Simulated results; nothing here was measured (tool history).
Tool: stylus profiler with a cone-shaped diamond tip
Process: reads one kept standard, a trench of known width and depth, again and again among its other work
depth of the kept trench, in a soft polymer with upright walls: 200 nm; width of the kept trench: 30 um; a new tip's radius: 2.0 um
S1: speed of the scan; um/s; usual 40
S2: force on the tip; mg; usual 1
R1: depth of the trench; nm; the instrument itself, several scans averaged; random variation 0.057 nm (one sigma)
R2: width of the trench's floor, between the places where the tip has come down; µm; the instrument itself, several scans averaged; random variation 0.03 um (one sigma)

Run 1, hour 0: usual settings. Result: R1 201.21 nm, R2 27.98 µm.
Run 2, hour 19.2: usual settings. Result: R1 201.28 nm, R2 28 µm.
Run 3, hour 40.6: usual settings. Result: R1 201.26 nm, R2 27.94 µm.
Run 4, hour 65.7: usual settings but S2 0.41 mg. Result: R1 200.61 nm, R2 27.82 µm.
Run 5, hour 84.6: usual settings but S2 0.41 mg. Result: R1 200.64 nm, R2 27.87 µm.
Run 6, hour 98.9: usual settings but S2 0.41 mg. Result: R1 200.63 nm, R2 27.8 µm.
At hour 102: height scale calibrated on a step standard.
Run 7, hour 123.3: usual settings but S2 0.51 mg. Result: R1 200.82 nm, R2 27.89 µm.
Run 8, hour 139.7: usual settings but S2 0.51 mg. Result: R1 200.81 nm, R2 27.9 µm.
Run 9, hour 167: usual settings but S2 0.51 mg. Result: R1 200.83 nm, R2 27.88 µm.
At hour 181.2: height scale calibrated on a step standard, once more.
Run 10, hour 184.3: usual settings but S2 1.91 mg. Result: R1 202.01 nm, R2 28.07 µm.
Run 11, hour 206.1: usual settings but S1 15 um/s, S2 2.8 mg. Result: R1 202.66 nm, R2 28.09 µm.

Run 12 comes next. What will it give?
Run 12, hour 222.1: usual settings but S1 15 um/s, S2 2.8 mg. Result: R1 ?, R2 ?.

R1: 202.63 nm
R2: 28.16 µm
Without the tool's hidden state the same run would have given R1 202.63 nm, R2 28.2 µm.

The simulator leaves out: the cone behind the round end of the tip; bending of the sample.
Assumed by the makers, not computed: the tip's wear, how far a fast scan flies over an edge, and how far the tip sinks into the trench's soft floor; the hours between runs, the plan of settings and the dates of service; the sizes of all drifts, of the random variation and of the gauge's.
